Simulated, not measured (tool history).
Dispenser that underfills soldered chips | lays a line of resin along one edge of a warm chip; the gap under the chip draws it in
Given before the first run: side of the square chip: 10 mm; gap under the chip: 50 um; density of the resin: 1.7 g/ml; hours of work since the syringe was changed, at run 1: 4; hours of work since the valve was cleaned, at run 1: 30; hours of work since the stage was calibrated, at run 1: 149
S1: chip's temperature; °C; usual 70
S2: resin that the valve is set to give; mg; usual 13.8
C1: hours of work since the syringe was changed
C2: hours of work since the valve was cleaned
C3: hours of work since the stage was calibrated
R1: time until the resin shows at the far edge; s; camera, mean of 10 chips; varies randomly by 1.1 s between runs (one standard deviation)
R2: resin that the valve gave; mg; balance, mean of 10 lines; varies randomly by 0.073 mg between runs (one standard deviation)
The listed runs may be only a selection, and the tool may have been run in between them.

run    day  S1    S2  C1  C2   C3     R1     R2
  1      0  70  13.8   4  30  149  126.3  13.45
  2  0.121  67  13.8   6  32  151  156.8  13.58
  3  0.304  67  13.8  10  36  154  177.9  13.59
      0.35  -- new syringe of resin
  4  0.479  70  13.8   2  38  157  111.7   13.5
  5  0.617  70  17.2   5  41  160  124.3  16.85
  6  0.767  70  17.2   7  44  162  137.4  16.71
      0.95  -- new syringe of resin
  7  0.992  70  17.2   1  47  166  107.6  16.75
  8  1.079  58  17.4   2  49  168  203.4  16.74
  9  1.196  61  16.8   4  51  170  191.3  16.41
 10  1.392  70  13.8   8  54  173  144.4  13.25
     1.542  -- new syringe of resin
 11  1.583  82    14   1  58  176   63.1  13.53
     1.746  -- dispensing valve cleaned and set on the balance
 12  1.829  82    14   4   1  180   72.1  13.95

Alternative continuations, all from the tool just after run 12; predict every row:
  A  2.025  58  12.4   8   5  183   ?   ?
  B  2.025  57  15.6   8   5  183   ?   ?
  C  2.025  63  14.3   8   5  183   ?   ?
  D  2.025  81  13.7   8   5  183   ?   ?

run     R1     R2
  A  255.6  12.33
  B  261.8  15.49
  C  191.8  14.27
  D   86.9   13.7
Had the tool no hidden state, the same runs would have come out as:
run     R1     R2
  A  198.1  12.37
  B    203  15.54
  C  148.5  14.32
  D     67  13.74
